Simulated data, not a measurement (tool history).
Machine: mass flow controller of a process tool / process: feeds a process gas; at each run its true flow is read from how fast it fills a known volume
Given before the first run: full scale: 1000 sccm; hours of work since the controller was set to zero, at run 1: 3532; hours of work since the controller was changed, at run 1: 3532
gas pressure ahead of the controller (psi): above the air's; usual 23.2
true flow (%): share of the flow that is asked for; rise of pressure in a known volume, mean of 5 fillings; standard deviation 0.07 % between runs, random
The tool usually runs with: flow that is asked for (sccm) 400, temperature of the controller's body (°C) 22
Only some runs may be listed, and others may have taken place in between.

| run | hour | flow that is asked for (sccm) | gas pressure ahead of the controller (psi) | temperature of the controller's body (°C) | hours of work since the controller was set to zero | hours of work since the controller was changed | true flow (%) |
|---|---|---|---|---|---|---|---|
| 1 | 0.0 | 400 | 23.2 | 22 | 3532 | 3532 | 99.04 |
| 2 | 252.0 | 400 | 23.2 | 22 | 3643 | 3643 | 98.98 |
| 3 | 607.1 | 400 | 23.2 | 22 | 3798 | 3798 | 98.96 |
| 4 | 865.9 | 400 | 23.2 | 22 | 3912 | 3912 | 99.07 |
| 5 | 1199.2 | 400 | 23.2 | 31 | 4058 | 4058 | 99.83 |
| 6 | 1590.1 | 400 | 23.2 | 31 | 4229 | 4229 | 99.97 |
| 7 | 1932.5 | 400 | 23.2 | 31 | 4379 | 4379 | 99.97 |
| 8 | 2203.0 | 400 | 23.2 | 31 | 4498 | 4498 | 100.20 |
| 9 | 2535.5 | 400 | 23.2 | 31 | 4644 | 4644 | 100.10 |
| 10 | 2920.1 | 400 | 33.2 | 31 | 4812 | 4812 | 99.77 |
| 11 | 3103.0 | 400 | 33.2 | 31 | 4892 | 4892 | 99.80 |
| 12 | 3495.3 | 971 | 33.2 | 31 | 5064 | 5064 | 101.29 |
| 13 | 3703.8 | 400 | 23.2 | 22 | 5156 | 5156 | 99.42 |
| 14 | 3963.4 | 400 | 23.2 | 22 | 5270 | 5270 | 99.57 |
| 15 | 4268.6 | 400 | 23.2 | 22 | 5403 | 5403 | 99.55 |
| 16 | 4570.3 | 400 | 23.2 | 22 | 5536 | 5536 | 99.38 |
| 17 | 4899.2 | 400 | 25.7 | 22 | 5680 | 5680 | 99.38 |
| 18 | 5221.6 | 400 | 25.7 | 22 | 5821 | 5821 | 99.55 |
| 19 | 5609.3 | 119 | 25.7 | 30 | 5991 | 5991 | 101.53 |
| 20 | 5910.1 | 119 | 25.7 | 30 | 6123 | 6123 | 101.36 |

Run 21 comes next. What will it give?
| 21 | 6250.5 | 857 | 37.4 | 21 | 6272 | 6272 | ? |

Run 21 produced true flow (%) 100.09.
With the hidden condition absent and the run-to-run variation left alone, this run would have shown true flow (%) 98.82.
